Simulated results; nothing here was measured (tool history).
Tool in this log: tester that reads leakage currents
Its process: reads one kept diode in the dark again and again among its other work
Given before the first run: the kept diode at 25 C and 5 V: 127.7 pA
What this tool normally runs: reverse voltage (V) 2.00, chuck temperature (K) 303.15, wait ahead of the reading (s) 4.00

run     day  reverse voltage (V)  chuck temperature (K)  wait ahead of the reading (s)  current that the tester gives (pA)
  1   0.000                 2.00                 303.15                           4.00                              138.00
      3.517  -- chuck's temperature calibrated
  2   3.717                 2.00                 303.15                           4.00                              138.66
  3   6.567                 2.00                 303.15                           4.00                              138.53
  4   9.533                 2.00                 303.15                           4.00                              138.00
  5  15.117                 2.00                 303.15                           4.00                              138.49
     16.025  -- probe card cleaned and baked
  6  19.479                 2.00                 303.15                           4.00                              138.44
  7  23.238                 2.00                 303.15                           4.00                              138.22
  8  28.408                 2.00                 303.15                           4.00                              138.32
  9  31.975                 1.54                 330.15                           4.00                             1014.67
 10  34.858                 4.85                 302.15                           0.86                              180.02
 11  39.404                 4.85                 302.15                           0.86                              179.64
 12  43.462                 4.85                 318.15                           2.14                              645.96
 13  48.875                 4.85                 318.15                           2.14                              649.89

Forecast each of these 4 alternatives for the next run:
  A  52.638                 1.15                 303.15                           1.62                                   ?
  B  52.638                 1.87                 318.15                           0.41                                   ?
  C  52.638                 7.21                 309.15                           0.79                                   ?
  D  52.638                 2.00                 331.15                           0.59                                   ?

run  current that the tester gives (pA)
  A                              112.48
  B                              450.98
  C                              373.32
  D                             1206.22
Stripped of hidden state, with their random variation kept, the same runs would have yielded:
run  current that the tester gives (pA)
  A                              112.71
  B                              451.82
  C                              374.03
  D                             1208.30
